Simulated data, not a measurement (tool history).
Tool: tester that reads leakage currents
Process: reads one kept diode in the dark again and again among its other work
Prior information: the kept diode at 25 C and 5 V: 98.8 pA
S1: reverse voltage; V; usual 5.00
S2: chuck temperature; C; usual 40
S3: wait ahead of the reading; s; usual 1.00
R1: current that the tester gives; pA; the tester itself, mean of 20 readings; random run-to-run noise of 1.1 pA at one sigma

run,hour,S1,S2,S3,R1
1,0.0,5.00,40,1.00,404.06
2,28.4,19.67,40,1.00,856.84
3,48.1,19.67,40,1.00,857.09
4,69.6,19.67,23,1.00,228.86
5,108.8,19.67,23,1.00,228.18
6,139.7,5.00,40,1.00,411.91
7,178.7,5.00,40,1.00,414.92
8,204.1,5.00,33,1.00,231.04
9,241.5,5.00,40,1.00,415.03
# hour 254.2: probe card cleaned and baked
10,282.6,1.69,40,1.00,228.73
11,314.2,1.69,40,1.00,229.50
12,340.6,5.00,40,2.90,403.78
13,367.3,5.00,40,2.90,406.88
14,407.2,5.00,40,0.86,405.44
15,427.1,5.00,40,0.86,409.41
16,447.4,5.00,40,0.86,408.99
17,480.8,5.00,40,0.86,412.72
18,499.9,5.00,40,1.00,412.37
19,533.7,5.00,40,1.00,414.53
20,576.5,5.00,40,1.00,416.09
21,607.0,4.34,27,1.08,124.29
22,636.3,1.07,31,1.99,85.47
23,654.6,1.54,40,0.41,225.84

Run 24, settings as shown, results not yet in. Your forecast:
24,682.8,1.54,40,0.41,?

R1: 226.61 pA
Had the tool carried no hidden state, the very same run would have given R1 206.38 pA.

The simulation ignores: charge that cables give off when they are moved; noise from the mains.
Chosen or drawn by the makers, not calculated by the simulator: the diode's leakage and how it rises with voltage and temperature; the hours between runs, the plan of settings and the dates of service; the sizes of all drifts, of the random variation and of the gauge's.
